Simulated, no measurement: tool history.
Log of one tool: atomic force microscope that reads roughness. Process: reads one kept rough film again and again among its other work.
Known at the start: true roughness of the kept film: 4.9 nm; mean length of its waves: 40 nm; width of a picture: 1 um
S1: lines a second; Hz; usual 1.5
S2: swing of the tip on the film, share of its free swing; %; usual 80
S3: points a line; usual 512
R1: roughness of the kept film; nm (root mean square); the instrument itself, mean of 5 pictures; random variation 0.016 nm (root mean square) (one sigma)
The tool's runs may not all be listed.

run,hour,S1,S2,S3,R1
1,0,1.5,80,512,3.162
2,17.3,1.5,80,495,3.087
3,28.9,1.5,80,284,3.019
4,39.9,1.5,80,284,2.975
5,50.1,1.5,80,512,2.968
6,63.1,1.5,80,512,2.928
# hour 75.3: new tip fitted
7,76.5,1.5,80,512,3.797
8,90.9,1.5,80,512,3.748
9,98.8,1.5,83,512,3.623
10,110.9,1.5,83,512,3.546
11,122,1.5,80,512,3.537
12,139.3,1.5,80,280,3.47
13,153.3,1.5,80,280,3.377
14,161.8,1.5,80,280,3.361
15,178.2,1.5,75,512,3.378
16,188.6,1.5,80,776,3.263
17,201.7,1.5,80,776,3.17
18,211.4,1.5,80,776,3.15
19,227.7,1.5,80,776,3.108
20,240.6,1.5,80,776,3.044
21,255,1.5,80,776,2.999
22,269.2,1.5,80,776,2.957
# hour 287.4: new tip fitted
23,287.8,1.5,80,512,3.812
24,305.7,1.5,80,512,3.735
25,318.2,1.5,80,512,3.655
# hour 320.3: height scale calibrated on a step standard
26,327.7,1.5,82,512,3.599
27,339.3,1.5,82,512,3.53
28,349.7,0.62,89,512,3.643
29,365.8,0.62,59,512,3.817
30,376.6,2.09,67,512,3.496
31,388,2.09,67,512,3.46
# hour 405.7: height scale calibrated on a step standard, once more
32,406.9,2.09,67,664,3.362
33,423.3,1.56,58,412,3.46
34,441.6,1.56,84,791,3.015
35,451.6,1.5,63,391,3.283
36,466.5,1.5,80,432,2.993
37,474.2,0.67,80,978,3.195
38,484,0.67,57,978,3.28
39,493.7,0.67,57,978,3.256
# hour 501.7: new tip fitted
40,502.7,1.5,59,407,4.15
41,517.5,1.5,80,879,3.733
42,529.1,1.29,80,350,3.692
43,537.8,2.48,84,547,3.214
44,549.5,1.56,84,643,3.43
45,566.8,1.56,84,643,3.345
46,575.3,1.56,84,643,3.327
47,585.9,1.56,63,293,3.605
48,595.6,1.5,57,780,3.668
49,612.4,1.5,57,780,3.593
50,622,0.84,85,780,3.348
51,637,0.84,85,682,3.279
52,652.7,0.6,85,682,3.274
53,660.7,0.6,85,682,3.274
54,676.7,1.31,81,512,3.036

Forecast each of these 3 alternatives for the next run:
A,689.6,0.6,68,512,?
B,689.6,0.67,80,512,?
C,689.6,1.75,81,798,?

run,R1
A,3.265
B,3.184
C,2.878
Without the tool's hidden state the same runs would have given:
run,R1
A,4.241
B,4.137
C,3.738
